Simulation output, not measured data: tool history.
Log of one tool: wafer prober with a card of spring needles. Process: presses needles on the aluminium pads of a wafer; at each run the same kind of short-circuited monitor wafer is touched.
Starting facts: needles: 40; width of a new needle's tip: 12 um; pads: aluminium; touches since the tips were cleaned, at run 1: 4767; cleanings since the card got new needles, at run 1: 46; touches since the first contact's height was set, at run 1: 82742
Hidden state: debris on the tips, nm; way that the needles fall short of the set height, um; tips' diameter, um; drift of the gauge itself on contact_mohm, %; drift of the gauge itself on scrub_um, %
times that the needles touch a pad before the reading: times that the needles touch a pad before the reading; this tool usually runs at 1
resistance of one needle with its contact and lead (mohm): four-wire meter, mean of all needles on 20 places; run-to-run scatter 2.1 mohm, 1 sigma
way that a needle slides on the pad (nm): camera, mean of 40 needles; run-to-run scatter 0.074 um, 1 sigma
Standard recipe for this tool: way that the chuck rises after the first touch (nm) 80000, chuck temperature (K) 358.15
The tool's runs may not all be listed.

run,day,way that the chuck rises after the first touch (nm),chuck temperature (K),times that the needles touch a pad before the reading,touches since the tips were cleaned,cleanings since the card got new needles,touches since the first contact's height was set,resistance of one needle with its contact and lead (mohm),way that a needle slides on the pad (nm)
1,0.000,80000,358.15,1,4767,46,82742,234,14720
# day 0.158: tips cleaned on abrasive film
2,0.767,80000,333.15,1,2595,47,85984,228,14750
# day 1.467: tips cleaned on abrasive film
3,2.175,80000,333.15,1,3000,48,91928,227,14800
# day 2.692: tips cleaned on abrasive film
4,3.662,80000,358.15,3,4125,49,98222,231,14770
# day 3.967: tips cleaned on abrasive film
5,4.450,80000,358.15,1,2058,50,101542,233,14760
# day 5.154: tips cleaned on abrasive film
6,5.358,80000,358.15,1,863,51,105380,231,14860
7,6.288,80000,358.15,1,4790,51,109307,232,14670
# day 6.429: tips cleaned on abrasive film
8,7.358,80000,358.15,1,3929,52,113833,235,14860
# day 7.604: tips cleaned on abrasive film
9,8.475,80000,358.15,1,3696,53,118562,234,14650
# day 8.804: tips cleaned on abrasive film
10,9.792,80000,358.15,1,4182,54,124120,234,14650
# day 10.021: tips cleaned on abrasive film
11,10.796,80000,358.15,1,3275,55,128353,233,14700
# day 11.283: tips cleaned on abrasive film
12,12.196,80000,358.15,1,3863,56,134273,234,14730
# day 12.504: tips cleaned on abrasive film
# day 13.683: tips cleaned on abrasive film
13,13.683,80000,358.15,1,0,58,140550,236,14710
# day 14.908: tips cleaned on abrasive film
14,15.054,80000,358.15,1,616,59,146353,235,14690
15,16.050,80000,358.15,1,4831,59,150568,231,14560
# day 16.175: tips cleaned on abrasive film
16,17.138,80000,358.15,1,4088,60,155169,236,14570
# day 17.392: tips cleaned on abrasive film
17,18.300,80000,358.15,1,3862,61,160083,232,14630
# day 18.696: tips cleaned on abrasive film
18,19.508,80000,347.15,2,3435,62,165174,232,14510
# day 19.871: tips cleaned on abrasive film
19,20.992,80000,347.15,2,4746,63,171450,234,14540
# day 21.142: tips cleaned on abrasive film
20,22.100,80000,347.15,2,4055,64,176136,231,14710
# day 22.321: tips cleaned on abrasive film
# day 22.417: height of the first contact set anew
# day 23.554: tips cleaned on abrasive film
21,23.733,80000,347.15,2,763,66,5568,229,14660
# day 24.771: tips cleaned on abrasive film
22,25.312,72000,362.15,1,2302,67,12246,240,13080
# day 26.058: tips cleaned on abrasive film
23,26.358,72000,362.15,1,1264,68,16655,233,13130
# day 27.288: tips cleaned on abrasive film
24,27.933,92000,349.15,1,2740,69,23324,231,16670
# day 28.546: tips cleaned on abrasive film
25,29.300,80000,339.15,1,3185,70,29089,229,14690
# day 29.838: tips cleaned on abrasive film
26,30.008,99000,323.15,1,735,71,32085,219,17850
# day 31.042: tips cleaned on abrasive film
27,31.258,86000,317.15,1,921,72,37369,221,15600
28,32.046,86000,317.15,1,4257,72,40705,222,15520
# day 32.329: tips cleaned on abrasive film
# day 33.533: tips cleaned on abrasive film
29,33.621,69000,317.15,2,363,74,47341,225,12410
30,34.404,95000,358.15,2,3685,74,50663,233,17140
# day 34.783: tips cleaned on abrasive film
31,35.246,95000,358.15,2,1946,75,54209,230,17220
# day 36.075: tips cleaned on abrasive film
32,36.521,65000,358.15,1,1883,76,59605,238,11820

For each entry between runs, how does the tool's hidden state at the last listed run before it compare with that at the first listed run after it?
In the gap between runs 1 and 2: tips cleaned on abrasive film (day 0.158)
  debris on the tips, nm: 0.9 -> 0.6; drift of the gauge itself on scrub_um, %: 0 -> -0.05
  difference, measured minus the result without the unlogged condition, way that a needle slides on the pad (nm): -10 -> -10
In the gap between runs 2 and 3: tips cleaned on abrasive film (day 1.467)
  debris on the tips, nm: 0.6 -> 0.7; drift of the gauge itself on scrub_um, %: -0.05 -> -0.13
  difference, measured minus the result without the unlogged condition, way that a needle slides on the pad (nm): -10 -> -20
In the gap between runs 3 and 4: tips cleaned on abrasive film (day 2.692)
  debris on the tips, nm: 0.7 -> 0.8; drift of the gauge itself on scrub_um, %: -0.13 -> -0.23
  difference, measured minus the result without the unlogged condition, way that a needle slides on the pad (nm): -20 -> -40
In the gap between runs 4 and 5: tips cleaned on abrasive film (day 3.967)
  debris on the tips, nm: 0.8 -> 0.5; way that the needles fall short of the set height, um: 0.03 -> 0.04; tips' diameter, um: 12.03 -> 12.04; drift of the gauge itself on scrub_um, %: -0.23 -> -0.27
  difference, measured minus the result without the unlogged condition, way that a needle slides on the pad (nm): -40 -> -40
In the gap between runs 5 and 6: tips cleaned on abrasive film (day 5.154)
  debris on the tips, nm: 0.5 -> 0.3; drift of the gauge itself on scrub_um, %: -0.27 -> -0.33
  difference, measured minus the result without the unlogged condition, way that a needle slides on the pad (nm): -40 -> -50
In the gap between runs 7 and 8: tips cleaned on abrasive film (day 6.429)
  debris on the tips, nm: 0.9 -> 0.8; drift of the gauge itself on scrub_um, %: -0.39 -> -0.45
  difference, measured minus the result without the unlogged condition, way that a needle slides on the pad (nm): -60 -> -80
In the gap between runs 8 and 9: tips cleaned on abrasive film (day 7.604)
  drift of the gauge itself on scrub_um, %: -0.45 -> -0.52
  difference, measured minus the result without the unlogged condition, way that a needle slides on the pad (nm): -80 -> -80
In the gap between runs 9 and 10: tips cleaned on abrasive film (day 8.804)
  way that the needles fall short of the set height, um: 0.04 -> 0.05; drift of the gauge itself on scrub_um, %: -0.52 -> -0.6
  difference, measured minus the result without the unlogged condition, way that a needle slides on the pad (nm): -80 -> -100
In the gap between runs 10 and 11: tips cleaned on abrasive film (day 10.021)
  debris on the tips, nm: 0.8 -> 0.7; drift of the gauge itself on scrub_um, %: -0.6 -> -0.67
  difference, measured minus the result without the unlogged condition, way that a needle slides on the pad (nm): -100 -> -110
In the gap between runs 11 and 12: tips cleaned on abrasive film (day 11.283)
  debris on the tips, nm: 0.7 -> 0.8; drift of the gauge itself on scrub_um, %: -0.67 -> -0.75
  difference, measured minus the result without the unlogged condition, way that a needle slides on the pad (nm): -110 -> -120
In the gap between runs 12 and 13: tips cleaned on abrasive film (day 12.504); tips cleaned on abrasive film (day 13.683)
  debris on the tips, nm: 0.8 -> 0.1; drift of the gauge itself on scrub_um, %: -0.75 -> -0.84
  difference, measured minus the result without the unlogged condition, way that a needle slides on the pad (nm): -120 -> -130
In the gap between runs 13 and 14: tips cleaned on abrasive film (day 14.908)
  debris on the tips, nm: 0.1 -> 0.2; way that the needles fall short of the set height, um: 0.05 -> 0.06; drift of the gauge itself on scrub_um, %: -0.84 -> -0.93
  difference, measured minus the result without the unlogged condition, way that a needle slides on the pad (nm): -130 -> -150
In the gap between runs 15 and 16: tips cleaned on abrasive film (day 16.175)
  debris on the tips, nm: 0.9 -> 0.8; drift of the gauge itself on scrub_um, %: -0.99 -> -1.06
  difference, measured minus the result without the unlogged condition, way that a needle slides on the pad (nm): -160 -> -170
In the gap between runs 16 and 17: tips cleaned on abrasive film (day 17.392)
  drift of the gauge itself on scrub_um, %: -1.06 -> -1.13
  difference, measured minus the result without the unlogged condition, way that a needle slides on the pad (nm): -170 -> -180
In the gap between runs 17 and 18: tips cleaned on abrasive film (day 18.696)
  debris on the tips, nm: 0.8 -> 0.7; drift of the gauge itself on scrub_um, %: -1.13 -> -1.2
  difference, measured minus the result without the unlogged condition, way that a needle slides on the pad (nm): -180 -> -180
In the gap between runs 18 and 19: tips cleaned on abrasive film (day 19.871)
  debris on the tips, nm: 0.7 -> 0.9; drift of the gauge itself on scrub_um, %: -1.2 -> -1.29
  difference, measured minus the result without the unlogged condition, way that a needle slides on the pad (nm): -180 -> -200
In the gap between runs 19 and 20: tips cleaned on abrasive film (day 21.142)
  debris on the tips, nm: 0.9 -> 0.8; way that the needles fall short of the set height, um: 0.06 -> 0.07; tips' diameter, um: 12.04 -> 12.05; drift of the gauge itself on scrub_um, %: -1.29 -> -1.36
  difference, measured minus the result without the unlogged condition, way that a needle slides on the pad (nm): -200 -> -220
In the gap between runs 20 and 21: tips cleaned on abrasive film (day 22.321); height of the first contact set anew (day 22.417); tips cleaned on abrasive film (day 23.554)
  debris on the tips, nm: 0.8 -> 0.3; way that the needles fall short of the set height, um: 0.07 -> 0; drift of the gauge itself on scrub_um, %: -1.36 -> -1.46
  difference, measured minus the result without the unlogged condition, way that a needle slides on the pad (nm): -220 -> -210
In the gap between runs 21 and 22: tips cleaned on abrasive film (day 24.771)
  debris on the tips, nm: 0.3 -> 0.6; drift of the gauge itself on scrub_um, %: -1.46 -> -1.56
  difference, measured minus the result without the unlogged condition, way that a needle slides on the pad (nm): -210 -> -210
In the gap between runs 22 and 23: tips cleaned on abrasive film (day 26.058)
  debris on the tips, nm: 0.6 -> 0.4; drift of the gauge itself on scrub_um, %: -1.56 -> -1.62
  difference, measured minus the result without the unlogged condition, way that a needle slides on the pad (nm): -210 -> -210
In the gap between runs 23 and 24: tips cleaned on abrasive film (day 27.288)
  debris on the tips, nm: 0.4 -> 0.6; way that the needles fall short of the set height, um: 0 -> 0.01; drift of the gauge itself on scrub_um, %: -1.62 -> -1.72
  difference, measured minus the result without the unlogged condition, way that a needle slides on the pad (nm): -210 -> -290
In the gap between runs 24 and 25: tips cleaned on abrasive film (day 28.546)
  debris on the tips, nm: 0.6 -> 0.7; drift of the gauge itself on scrub_um, %: -1.72 -> -1.8
  difference, measured minus the result without the unlogged condition, way that a needle slides on the pad (nm): -290 -> -270
In the gap between runs 25 and 26: tips cleaned on abrasive film (day 29.838)
  debris on the tips, nm: 0.7 -> 0.3; drift of the gauge itself on scrub_um, %: -1.8 -> -1.85
  difference, measured minus the result without the unlogged condition, way that a needle slides on the pad (nm): -270 -> -340
In the gap between runs 26 and 27: tips cleaned on abrasive film (day 31.042)
  drift of the gauge itself on scrub_um, %: -1.85 -> -1.93
  difference, measured minus the result without the unlogged condition, way that a needle slides on the pad (nm): -340 -> -310
In the gap between runs 28 and 29: tips cleaned on abrasive film (day 32.329); tips cleaned on abrasive film (day 33.533)
  debris on the tips, nm: 0.9 -> 0.2; way that the needles fall short of the set height, um: 0.01 -> 0.02; drift of the gauge itself on scrub_um, %: -1.97 -> -2.07
  difference, measured minus the result without the unlogged condition, way that a needle slides on the pad (nm): -310 -> -270
In the gap between runs 30 and 31: tips cleaned on abrasive film (day 34.783)
  debris on the tips, nm: 0.8 -> 0.5; drift of the gauge itself on scrub_um, %: -2.12 -> -2.17
  difference, measured minus the result without the unlogged condition, way that a needle slides on the pad (nm): -370 -> -390
In the gap between runs 31 and 32: tips cleaned on abrasive film (day 36.075)
  drift of the gauge itself on scrub_um, %: -2.17 -> -2.25
  difference, measured minus the result without the unlogged condition, way that a needle slides on the pad (nm): -390 -> -280
